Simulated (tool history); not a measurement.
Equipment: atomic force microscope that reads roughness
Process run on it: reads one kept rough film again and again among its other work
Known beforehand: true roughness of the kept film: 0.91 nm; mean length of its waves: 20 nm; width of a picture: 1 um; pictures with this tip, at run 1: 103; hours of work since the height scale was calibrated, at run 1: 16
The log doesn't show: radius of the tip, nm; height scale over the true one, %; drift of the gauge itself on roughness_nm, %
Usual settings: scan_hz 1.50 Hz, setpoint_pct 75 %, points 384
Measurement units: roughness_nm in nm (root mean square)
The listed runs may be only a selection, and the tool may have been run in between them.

| run | hour | scan_hz | setpoint_pct | points | pictures with this tip | hours of work since the height scale was calibrated | roughness_nm |
|---|---|---|---|---|---|---|---|
| 1 | 0.0 | 1.50 | 75 | 384 | 103 | 16 | 0.799 |
| 2 | 5.0 | 1.50 | 75 | 384 | 108 | 19 | 0.801 |
| 3 | 14.9 | 1.50 | 75 | 384 | 117 | 24 | 0.796 |
| 4 | 21.0 | 1.50 | 75 | 384 | 122 | 27 | 0.796 |
| 5 | 26.8 | 1.50 | 75 | 384 | 127 | 31 | 0.800 |
| 6 | 33.8 | 1.50 | 75 | 384 | 134 | 34 | 0.782 |
| 7 | 44.0 | 1.69 | 75 | 384 | 143 | 40 | 0.781 |
| 8 | 54.0 | 1.50 | 75 | 462 | 152 | 45 | 0.802 |
| 9 | 60.2 | 1.50 | 75 | 462 | 157 | 49 | 0.806 |
| 10 | 65.0 | 3.81 | 75 | 384 | 161 | 52 | 0.729 |
| 11 | 70.5 | 3.81 | 75 | 384 | 166 | 55 | 0.741 |
| 12 | 78.4 | 3.81 | 75 | 384 | 173 | 59 | 0.732 |
| 13 | 83.1 | 1.50 | 75 | 293 | 178 | 62 | 0.785 |
| 14 | 93.8 | 1.50 | 75 | 293 | 187 | 67 | 0.781 |
| 15 | 104.6 | 1.50 | 75 | 293 | 197 | 73 | 0.784 |
| 16 | 112.7 | 2.00 | 75 | 384 | 204 | 78 | 0.785 |
| 17 | 121.8 | 1.99 | 75 | 384 | 212 | 83 | 0.777 |
| 18 | 129.2 | 1.99 | 75 | 384 | 219 | 87 | 0.767 |
| 19 | 136.4 | 1.50 | 75 | 384 | 225 | 91 | 0.786 |
| 20 | 142.6 | 3.63 | 67 | 317 | 231 | 94 | 0.768 |
| 21 | 150.3 | 0.82 | 70 | 583 | 238 | 98 | 0.821 |
| 22 | 156.9 | 0.82 | 70 | 583 | 243 | 102 | 0.820 |
| 23 | 162.3 | 1.03 | 70 | 384 | 248 | 105 | 0.817 |
| 24 | 170.7 | 0.69 | 70 | 384 | 256 | 110 | 0.822 |
| 25 | 180.6 | 0.69 | 67 | 732 | 265 | 115 | 0.837 |
| 26 | 188.5 | 0.68 | 77 | 440 | 272 | 119 | 0.816 |
| 27 | 193.2 | 1.50 | 77 | 818 | 276 | 122 | 0.804 |
| 28 | 203.4 | 1.50 | 58 | 384 | 285 | 128 | 0.826 |

Predict the results of run 29:
| 29 | 210.9 | 1.25 | 75 | 506 | 292 | 132 | ? |

roughness_nm: 0.795 nm (root mean square)
Had the tool carried no hidden state, the very same run would have given roughness_nm 0.799 nm (root mean square).
